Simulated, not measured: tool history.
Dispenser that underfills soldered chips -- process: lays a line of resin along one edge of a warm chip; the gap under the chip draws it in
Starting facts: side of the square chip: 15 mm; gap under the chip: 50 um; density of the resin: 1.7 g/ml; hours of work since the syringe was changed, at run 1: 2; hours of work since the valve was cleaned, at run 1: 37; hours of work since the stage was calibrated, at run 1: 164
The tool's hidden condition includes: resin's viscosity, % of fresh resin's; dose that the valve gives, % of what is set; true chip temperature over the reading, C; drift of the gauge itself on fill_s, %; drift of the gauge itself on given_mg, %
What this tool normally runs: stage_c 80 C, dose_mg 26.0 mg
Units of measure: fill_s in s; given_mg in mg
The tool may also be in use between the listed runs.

run	day	stage_c	dose_mg	hours of work since the syringe was changed	hours of work since the valve was cleaned	hours of work since the stage was calibrated	fill_s	given_mg
1	0.000	80	26.0	2	37	164	182.2	25.02
2	0.292	80	26.0	6	41	168	224.1	25.01
# day 0.333: new syringe of resin
3	0.471	80	22.3	2	43	171	192.3	21.48
4	0.704	80	26.0	5	47	174	223.1	24.80
# day 0.742: new syringe of resin
5	0.912	80	26.0	3	50	177	188.5	24.68
6	1.129	80	31.5	6	53	181	215.8	29.89
# day 1.171: new syringe of resin
7	1.408	80	31.5	3	57	184	194.6	29.63
# day 1.588: new syringe of resin
8	1.588	80	31.5	0	59	187	164.3	29.62
9	1.729	69	26.0	2	61	189	269.3	24.72
# day 2.017: new syringe of resin
10	2.017	80	27.0	0	66	193	168.9	25.46
11	2.167	80	27.0	2	68	195	189.8	25.22
# day 2.412: dispensing valve cleaned and set on the balance
12	2.412	80	27.0	5	0	198	217.6	27.04
# day 2.479: new syringe of resin
13	2.642	69	26.0	2	3	202	271.0	26.07
14	2.808	69	26.0	5	6	204	307.9	25.87
# day 2.908: new syringe of resin
15	3.071	71	26.0	2	9	208	250.9	25.88
16	3.258	71	26.0	5	12	210	288.9	25.85
# day 3.329: new syringe of resin
17	3.567	71	26.0	4	17	215	274.2	25.70
# day 3.742: new syringe of resin
18	3.879	71	26.0	2	21	219	253.2	25.55
19	4.038	84	33.0	4	23	222	176.7	32.34
# day 4.158: new syringe of resin
20	4.196	84	33.0	1	25	224	146.5	32.37
21	4.433	75	27.4	4	29	227	241.9	26.78
# day 4.567: new syringe of resin
22	4.696	84	29.9	2	33	231	159.1	29.12
23	4.833	84	29.9	4	35	233	174.9	28.89
# day 4.988: new syringe of resin
24	4.996	74	24.2	0	37	235	206.8	23.44
25	5.150	74	24.2	2	39	238	236.8	23.42
# day 5.412: new syringe of resin
26	5.462	74	24.2	1	44	242	221.0	23.17
27	5.596	75	22.7	3	46	244	246.4	21.77
28	5.783	76	23.8	6	48	247	260.4	22.71
# day 5.833: new syringe of resin
29	6.008	76	25.2	3	52	250	225.8	24.15
# day 6.250: new syringe of resin
30	6.258	80	23.7	0	55	253	176.9	22.34
31	6.429	69	22.3	3	58	256	290.9	21.23
32	6.567	71	32.4	5	60	258	273.2	30.72
# day 6.679: new syringe of resin
33	6.775	71	32.4	1	63	261	234.2	30.47
34	6.996	86	24.7	5	66	264	181.8	23.16
# day 7.088: new syringe of resin
35	7.204	89	29.9	2	69	267	138.1	28.19

Branching from run 35: 4 alternative next runs. What would each branch give?
# day 7.400: dispensing valve cleaned and set on the balance
A	7.458	68	27.6	5	1	270	?	?
# day 7.400: dispensing valve cleaned and set on the balance
B	7.458	91	29.9	5	1	270	?	?
# day 7.400: dispensing valve cleaned and set on the balance
C	7.458	86	27.8	5	1	270	?	?
# day 7.400: dispensing valve cleaned and set on the balance
D	7.458	89	29.0	5	1	270	?	?

run	fill_s	given_mg
A	323.2	27.66
B	154.9	29.92
C	181.2	27.89
D	163.6	28.93
What these runs would have given with no unlogged condition in the tool:
run	fill_s	given_mg
A	238.8	27.74
B	114.9	30.01
C	134.2	27.97
D	121.4	29.01
